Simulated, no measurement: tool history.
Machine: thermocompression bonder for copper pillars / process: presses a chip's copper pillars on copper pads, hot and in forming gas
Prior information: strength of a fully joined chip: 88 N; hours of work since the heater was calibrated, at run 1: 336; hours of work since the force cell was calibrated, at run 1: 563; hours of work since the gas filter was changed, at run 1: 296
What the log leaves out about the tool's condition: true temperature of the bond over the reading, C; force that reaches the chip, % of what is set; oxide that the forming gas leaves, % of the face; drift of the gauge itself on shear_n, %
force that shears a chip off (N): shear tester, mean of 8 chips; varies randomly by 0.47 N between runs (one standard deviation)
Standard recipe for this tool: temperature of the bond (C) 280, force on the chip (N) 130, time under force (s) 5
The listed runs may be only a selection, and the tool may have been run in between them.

run   hour  temperature of the bond (C)  force on the chip (N)  time under force (s)  hours of work since the heater was calibrated  hours of work since the force cell was calibrated  hours of work since the gas filter was changed  force that shears a chip off (N)
  1      0                          280                    130                     5                                            336                                                563                                             296                              32.8
  2   19.7                          280                    135                     5                                            351                                                578                                             311                              33.3
  3     28                          280                    162                     5                                            358                                                585                                             318                              36.5
  4   39.8                          282                    130                     5                                            367                                                594                                             327                              33.8
  5   57.9                          280                    130                     5                                            381                                                608                                             341                              33.6
  6   74.7                          280                    134                     5                                            395                                                621                                             354                                34
  7   90.7                          280                    134                     6                                            407                                                634                                             367                              36.5
  8  100.3                          280                    134                     6                                            415                                                641                                             374                              36.3
  9  113.9                          280                    134                     6                                            425                                                652                                             385                                36
     125.8  -- forming gas filter changed
 10  132.7                          280                    134                     6                                            440                                                666                                               5                              39.8
 11  143.5                          280                    134                     6                                            448                                                675                                              14                              40.7
 12  152.8                          280                    134                     6                                            455                                                682                                              21                              39.3
 13  167.6                          280                    130                     5                                            467                                                694                                              33                              36.6
 14  187.6                          280                    130                     5                                            483                                                709                                              48                              35.9
 15  199.7                          280                    130                     5                                            492                                                719                                              58                              35.4
 16  211.7                          280                    130                     5                                            502                                                728                                              67                              36.3
 17  226.2                          280                    130                     5                                            513                                                740                                              79                              36.8
 18  237.2                          280                    130                     5                                            522                                                748                                              87                              36.6
 19  245.9                          280                    130                     5                                            528                                                755                                              94                                36
 20  265.1                          300                    102                     3                                            543                                                770                                             109                              34.2
 21  273.9                          300                    126                    11                                            550                                                777                                             116                              58.4
     276.2  -- force cell calibrated
 22    289                          251                    110                     5                                            561                                                 10                                             127                              22.7
 23  306.6                          257                     90                     8                                            575                                                 24                                             141                                26
     317.7  -- heater calibrated with a thermocouple chip
 24  322.7                          280                    130                    11                                              4                                                 35                                             152                              41.8
 25  337.2                          253                    173                     7                                             15                                                 46                                             163                              28.2
 26    350                          275                     92                     5                                             25                                                 56                                             173                              22.5
 27  369.3                          275                     92                     5                                             40                                                 71                                             188                              22.8
     379.5  -- force cell calibrated, once more
 28  383.2                          280                    131                     5                                             50                                                  3                                             198                                31
 29  399.4                          280                    131                    14                                             63                                                 16                                             211                              44.8
 30  417.4                          252                    174                     5                                             77                                                 30                                             225                              23.9
 31  432.4                          252                    174                     5                                             89                                                 41                                             237                              23.5
 32  451.5                          293                    115                     6                                            104                                                 56                                             252                              36.5
 33  461.2                          293                    115                     6                                            111                                                 64                                             259                              36.8
 34  479.1                          293                    115                     6                                            125                                                 78                                             273                              35.3
 35  497.4                          302                    174                    11                                            140                                                 92                                             288                              57.8
 36  506.1                          302                    174                    11                                            147                                                 99                                             294                              57.4
 37  515.9                          278                    146                    12                                            154                                                107                                             302                              44.2

Some steps in force that shears a chip off (N), run to run, broken into two amounts with sign: the step expected even without the hidden condition (settings, incoming material, random variation), and the rest, left for the hidden condition together with whatever gauge scatter is not in both the measured and the hidden-condition-free result:
Run 9 -> 10: forming gas filter changed. force that shears a chip off (N) +3.8: hidden state +3.8, all else +0.
Run 20 -> 21: force on the chip (N) 102 -> 126, time under force (s) 3 -> 11. force that shears a chip off (N) +24.2: hidden state +0.7, all else +23.5.
Run 21 -> 22: temperature of the bond (C) 300 -> 251, force on the chip (N) 126 -> 110, time under force (s) 11 -> 5, force cell calibrated. force that shears a chip off (N) -35.7: hidden state -1.2, all else -34.5.
Run 23 -> 24: temperature of the bond (C) 257 -> 280, force on the chip (N) 90 -> 130, time under force (s) 8 -> 11, heater calibrated with a thermocouple chip. force that shears a chip off (N) +15.8: hidden state -5.8, all else +21.6.
Run 34 -> 35: temperature of the bond (C) 293 -> 302, force on the chip (N) 115 -> 174, time under force (s) 6 -> 11. force that shears a chip off (N) +22.5: hidden state -1.6, all else +24.1.
